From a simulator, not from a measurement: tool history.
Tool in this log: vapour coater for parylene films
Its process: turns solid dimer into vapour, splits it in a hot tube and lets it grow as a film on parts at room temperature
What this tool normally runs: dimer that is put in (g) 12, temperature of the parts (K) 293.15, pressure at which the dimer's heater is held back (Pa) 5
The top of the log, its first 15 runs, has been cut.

run    hour  dimer that is put in (g)  temperature of the parts (K)  pressure at which the dimer's heater is held back (Pa)  hours of work since the trap's valve was overhauled  hours of work since the table's thermometer was calibrated  thickness of the film (µm)
 16     956                        13                        302.15                                                    2.75                                                  122                                                         666                        2.14
 17  1029.3                         6                        293.15                                                   10.01                                                  177                                                         722                        0.98
 18    1089                         7                        294.15                                                       9                                                  223                                                         767                        1.08
       1105  -- trap's valve overhauled
 19  1177.4                         6                        294.15                                                    3.75                                                   55                                                         831                        1.17
 20    1251                         6                        290.15                                                    2.81                                                  111                                                         887                         1.4
 21    1326                         6                        288.15                                                    5.91                                                  168                                                         944                        1.18
 22  1388.9                        13                        293.15                                                    2.69                                                  216                                                         992                        2.58
     1402.5  -- table's thermometer calibrated
     1411.7  -- trap's valve overhauled
 23  1450.5                        12                        293.15                                                    3.01                                                   30                                                          33                         2.7
 24  1528.6                        12                        293.15                                                    3.01                                                   89                                                          93                        2.57
 25  1600.6                        14                        293.15                                                    3.82                                                  144                                                         147                        2.77
 26  1660.2                        14                        293.15                                                    3.82                                                  189                                                         193                        2.75
     1716.3  -- trap's valve overhauled
 27  1722.7                         9                        298.15                                                    4.13                                                    5                                                         237                        1.65

Expected results for the next run?
 28  1771.8                         7                        291.15                                                    4.18                                                   42                                                         274                           ?

Run 28 yielded thickness of the film (µm) 1.51.
With no hidden state in the tool, this same run would have given thickness of the film (µm) 1.56.
